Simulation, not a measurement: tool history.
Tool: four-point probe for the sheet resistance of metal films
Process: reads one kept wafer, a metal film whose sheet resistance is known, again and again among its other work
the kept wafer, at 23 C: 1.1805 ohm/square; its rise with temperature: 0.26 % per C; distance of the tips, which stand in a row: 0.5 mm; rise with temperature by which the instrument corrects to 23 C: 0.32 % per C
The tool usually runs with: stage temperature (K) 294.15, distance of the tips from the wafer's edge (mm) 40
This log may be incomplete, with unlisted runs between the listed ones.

run    hour  stage temperature (K)  distance of the tips from the wafer's edge (mm)  sheet resistance as the instrument gives it (ohm/square)
  1     0.0                 294.15                                               40                                                  1.170666
  2    32.0                 294.15                                               40                                                  1.170721
  3    58.0                 294.15                                               40                                                  1.170316
  4    71.2                 294.15                                               30                                                  1.170874
  5   102.0                 294.15                                               31                                                  1.170594
  6   120.1                 294.15                                               31                                                  1.170041
  7   149.8                 294.15                                               31                                                  1.170333
  8   179.6                 295.15                                               31                                                  1.169287
  9   211.6                 295.15                                               31                                                  1.169077
 10   238.9                 295.15                                               31                                                  1.168783
 11   255.2                 295.15                                               31                                                  1.168653
 12   273.0                 294.15                                               40                                                  1.169101
 13   295.8                 294.15                                               40                                                  1.169528
 14   316.8                 294.15                                               40                                                  1.168995
 15   340.8                 294.15                                               40                                                  1.169148
 16   372.0                 294.15                                               40                                                  1.168804
 17   391.7                 294.15                                               40                                                  1.168320
 18   423.1                 294.15                                               40                                                  1.168057
 19   452.9                 294.15                                               44                                                  1.168407
 20   467.3                 294.15                                               44                                                  1.168317
 21   491.7                 294.15                                               44                                                  1.168233
 22   505.7                 294.15                                               10                                                  1.169192
 23   536.3                 294.15                                               10                                                  1.169445
 24   564.5                 297.15                                               10                                                  1.167162
 25   595.6                 293.15                                                9                                                  1.170208
 26   625.9                 293.15                                               31                                                  1.168161
 27   655.7                 293.15                                               31                                                  1.167589
 28   672.1                 293.15                                               31                                                  1.167789
      681.9  -- new probe head fitted
 29   700.2                 293.15                                               31                                                  1.180875
 30   715.5                 295.15                                               74                                                  1.179867
 31   728.6                 296.15                                               13                                                  1.179534
 32   755.8                 294.15                                               40                                                  1.179860
 33   778.0                 292.15                                               34                                                  1.180734
 34   803.0                 303.15                                               16                                                  1.173988
 35   818.4                 294.15                                               10                                                  1.180791
 36   835.3                 294.15                                               40                                                  1.179273
 37   853.1                 294.15                                               40                                                  1.179255
 38   872.7                 294.15                                                7                                                  1.182501
 39   901.1                 296.15                                               37                                                  1.177512
 40   917.8                 305.15                                               53                                                  1.171240
 41   931.5                 305.15                                               53                                                  1.171718
 42   956.5                 293.15                                                9                                                  1.181036
 43   970.1                 301.15                                               12                                                  1.174226
 44   999.0                 295.15                                                3                                                  1.194825
 45  1016.4                 299.15                                                3                                                  1.191935

Alternative continuations, all from the tool just after run 45; predict every row:
  A  1045.7                 292.15                                               27                                                         ?
  B  1045.7                 294.15                                               40                                                         ?
  C  1045.7                 296.15                                                7                                                         ?

run  sheet resistance as the instrument gives it (ohm/square)
  A                                                  1.179428
  B                                                  1.177740
  C                                                  1.179339
With no hidden state in the tool, these same runs would have given:
run  sheet resistance as the instrument gives it (ohm/square)
  A                                                  1.183407
  B                                                  1.181709
  C                                                  1.183309

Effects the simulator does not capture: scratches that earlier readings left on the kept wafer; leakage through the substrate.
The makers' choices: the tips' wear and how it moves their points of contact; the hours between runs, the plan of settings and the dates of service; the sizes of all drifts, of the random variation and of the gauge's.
